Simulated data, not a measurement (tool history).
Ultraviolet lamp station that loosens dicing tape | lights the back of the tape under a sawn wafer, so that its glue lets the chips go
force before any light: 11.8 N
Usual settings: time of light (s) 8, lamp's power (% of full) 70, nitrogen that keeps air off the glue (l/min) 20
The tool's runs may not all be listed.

| run | hour | time of light (s) | lamp's power (% of full) | nitrogen that keeps air off the glue (l/min) | force that peels the tape off (N) | light that reached the tape (mJ/cm2) |
|---|---|---|---|---|---|---|
| 1 | 0.0 | 8 | 70 | 20 | 0.756 | 463 |
| 2 | 87.4 | 8 | 70 | 20 | 0.824 | 451 |
| 3 | 136.6 | 8 | 70 | 20 | 0.867 | 450 |
| 4 | 211.1 | 8 | 82 | 20 | 0.630 | 509 |
| 5 | 283.3 | 8 | 82 | 20 | 0.647 | 496 |
| 6 | 328.1 | 8 | 70 | 20 | 0.954 | 419 |
| 7 | 408.9 | 8 | 70 | 20 | 1.022 | 405 |
| 8 | 477.1 | 8 | 70 | 20 | 1.051 | 394 |
| 9 | 516.8 | 8 | 70 | 20 | 1.085 | 395 |
|  | 522.6 | window cleaned of glue's vapour |
| 10 | 563.1 | 8 | 70 | 20 | 1.182 | 375 |
| 11 | 621.9 | 8 | 70 | 17 | 1.461 | 371 |
| 12 | 659.1 | 8 | 70 | 6 | 2.693 | 365 |
|  | 712.4 | window cleaned of glue's vapour, once more |
| 13 | 721.8 | 8 | 70 | 6 | 2.292 | 406 |
| 14 | 788.3 | 8 | 70 | 6 | 2.425 | 398 |
| 15 | 828.0 | 16 | 70 | 20 | 0.251 | 787 |
| 16 | 874.0 | 7 | 60 | 15 | 2.374 | 294 |
| 17 | 958.8 | 7 | 60 | 15 | 2.404 | 278 |
| 18 | 1029.2 | 8 | 70 | 6 | 2.753 | 367 |

The same runs without the tool's hidden state, with the same run-to-run variation:
The hidden state here: lamp's light, % of a new lamp's; light that the window lets through, % of a clean one's; drift of the gauge itself on peel_n, %; drift of the gauge itself on dose_mj_cm2, %.
| run | force that peels the tape off (N) | light that reached the tape (mJ/cm2) |
|---|---|---|
| 1 | 0.565 | 525 |
| 2 | 0.583 | 524 |
| 3 | 0.595 | 530 |
| 4 | 0.407 | 615 |
| 5 | 0.400 | 612 |
| 6 | 0.574 | 524 |
| 7 | 0.580 | 521 |
| 8 | 0.568 | 518 |
| 9 | 0.575 | 525 |
| 10 | 0.573 | 521 |
| 11 | 0.692 | 524 |
| 12 | 1.484 | 522 |
| 13 | 1.469 | 524 |
| 14 | 1.499 | 526 |
| 15 | 0.189 | 1053 |
| 16 | 1.384 | 399 |
| 17 | 1.343 | 389 |
| 18 | 1.520 | 525 |

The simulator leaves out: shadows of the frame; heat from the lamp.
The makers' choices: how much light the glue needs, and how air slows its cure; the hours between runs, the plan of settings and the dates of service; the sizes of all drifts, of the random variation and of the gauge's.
